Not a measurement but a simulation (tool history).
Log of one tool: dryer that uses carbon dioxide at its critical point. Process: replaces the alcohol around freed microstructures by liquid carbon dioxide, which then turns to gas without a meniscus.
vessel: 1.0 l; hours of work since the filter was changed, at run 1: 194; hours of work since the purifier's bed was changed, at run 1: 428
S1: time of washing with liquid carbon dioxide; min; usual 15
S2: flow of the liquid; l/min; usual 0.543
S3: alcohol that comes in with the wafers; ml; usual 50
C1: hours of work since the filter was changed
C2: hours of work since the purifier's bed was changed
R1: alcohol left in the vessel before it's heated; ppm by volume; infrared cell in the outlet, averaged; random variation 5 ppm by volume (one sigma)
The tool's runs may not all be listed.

run 1 day=0.000 | S1=15 S2=0.543 S3=50 | C1=194 C2=428 | R1=154
run 2 day=1.396 | S1=15 S2=0.543 S3=50 | C1=214 C2=448 | R1=171
run 3 day=2.012 | S1=15 S2=0.543 S3=50 | C1=223 C2=457 | R1=167
run 4 day=3.138 | S1=15 S2=0.716 S3=50 | C1=239 C2=473 | R1=123
run 5 day=4.421 | S1=15 S2=0.716 S3=50 | C1=258 C2=491 | R1=131
run 6 day=5.567 | S1=15 S2=0.716 S3=50 | C1=274 C2=508 | R1=133
run 7 day=6.421 | S1=15 S2=0.716 S3=50 | C1=286 C2=520 | R1=131
run 8 day=7.933 | S1=15 S2=0.543 S3=78 | C1=308 C2=542 | R1=240
run 9 day=8.888 | S1=15 S2=0.543 S3=78 | C1=322 C2=555 | R1=247
-- day=10.100 inlet filter changed
run 10 day=10.379 | S1=15 S2=0.543 S3=78 | C1=4 C2=576 | R1=184
run 11 day=11.608 | S1=15 S2=0.827 S3=50 | C1=22 C2=594 | R1=141
run 12 day=12.888 | S1=15 S2=0.543 S3=50 | C1=40 C2=612 | R1=190
run 13 day=13.975 | S1=15 S2=0.543 S3=29 | C1=56 C2=628 | R1=178
run 14 day=15.508 | S1=15 S2=0.543 S3=54 | C1=78 C2=650 | R1=204
run 15 day=16.892 | S1=15 S2=0.543 S3=54 | C1=98 C2=670 | R1=207
run 16 day=18.104 | S1=15 S2=0.543 S3=54 | C1=115 C2=687 | R1=206
run 17 day=18.817 | S1=15 S2=0.543 S3=54 | C1=125 C2=698 | R1=207
run 18 day=20.254 | S1=15 S2=0.543 S3=50 | C1=146 C2=718 | R1=218
run 19 day=21.650 | S1=15 S2=0.543 S3=50 | C1=166 C2=738 | R1=228
run 20 day=22.475 | S1=15 S2=0.543 S3=50 | C1=178 C2=750 | R1=218
run 21 day=23.558 | S1=15 S2=0.543 S3=50 | C1=194 C2=766 | R1=231
run 22 day=24.400 | S1=15 S2=0.543 S3=30 | C1=206 C2=778 | R1=221
run 23 day=25.833 | S1=15 S2=0.543 S3=30 | C1=226 C2=799 | R1=224
run 24 day=27.317 | S1=19 S2=0.639 S3=37 | C1=248 C2=820 | R1=197
run 25 day=28.392 | S1=15 S2=0.543 S3=22 | C1=263 C2=835 | R1=224
run 26 day=29.521 | S1=15 S2=0.543 S3=22 | C1=279 C2=852 | R1=241
run 27 day=30.308 | S1=15 S2=0.437 S3=81 | C1=291 C2=863 | R1=582
run 28 day=30.992 | S1=13 S2=0.543 S3=36 | C1=301 C2=873 | R1=316
run 29 day=31.742 | S1=18 S2=0.358 S3=34 | C1=311 C2=884 | R1=383
run 30 day=33.208 | S1=17 S2=0.519 S3=47 | C1=332 C2=905 | R1=253
-- day=33.750 inlet filter changed
run 31 day=34.638 | S1=13 S2=0.338 S3=27 | C1=13 C2=925 | R1=738
run 32 day=35.842 | S1=11 S2=0.338 S3=70 | C1=30 C2=942 | R1=2795
run 33 day=37.288 | S1=11 S2=0.338 S3=70 | C1=51 C2=963 | R1=2862
run 34 day=38.033 | S1=11 S2=0.338 S3=70 | C1=62 C2=973 | R1=2839
run 35 day=39.325 | S1=20 S2=0.543 S3=36 | C1=80 C2=992 | R1=230
run 36 day=40.621 | S1=20 S2=0.543 S3=36 | C1=99 C2=1011 | R1=234
run 37 day=41.900 | S1=20 S2=0.543 S3=36 | C1=117 C2=1029 | R1=253
run 38 day=42.862 | S1=21 S2=0.498 S3=42 | C1=131 C2=1043 | R1=259
run 39 day=43.912 | S1=21 S2=0.498 S3=42 | C1=146 C2=1058 | R1=269
run 40 day=44.775 | S1=21 S2=0.498 S3=42 | C1=159 C2=1070 | R1=261
run 41 day=45.917 | S1=14 S2=0.327 S3=79 | C1=175 C2=1087 | R1=1813
run 42 day=47.400 | S1=10 S2=0.543 S3=40 | C1=196 C2=1108 | R1=659
run 43 day=48.062 | S1=10 S2=0.543 S3=40 | C1=206 C2=1118 | R1=690
run 44 day=48.921 | S1=10 S2=0.543 S3=40 | C1=218 C2=1130 | R1=692
run 45 day=49.625 | S1=10 S2=0.600 S3=29 | C1=228 C2=1140 | R1=452
run 46 day=50.246 | S1=16 S2=0.579 S3=27 | C1=237 C2=1149 | R1=286

The same runs without the tool's hidden state, with the same run-to-run variation:
The hidden state here: flow that reaches the vessel past the clogged filter, %; alcohol in the recycled carbon dioxide, ppm; drift of the gauge itself on alcohol_ppm, %.
run=1 R1=33
run=2 R1=41
run=3 R1=33
run=4 R1=5
run=5 R1=8
run=6 R1=8
run=7 R1=5
run=8 R1=58
run=9 R1=59
run=10 R1=46
run=11 R1=3
run=12 R1=40
run=13 R1=25
run=14 R1=42
run=15 R1=43
run=16 R1=36
run=17 R1=34
run=18 R1=38
run=19 R1=36
run=20 R1=28
run=21 R1=36
run=22 R1=23
run=23 R1=27
run=24 R1=8
run=25 R1=17
run=26 R1=19
run=27 R1=231
run=28 R1=61
run=29 R1=106
run=30 R1=23
run=31 R1=500
run=32 R1=2450
run=33 R1=2456
run=34 R1=2414
run=35 R1=0
run=36 R1=0
run=37 R1=9
run=38 R1=9
run=39 R1=17
run=40 R1=11
run=41 R1=1227
run=42 R1=300
run=43 R1=308
run=44 R1=306
run=45 R1=128
run=46 R1=14
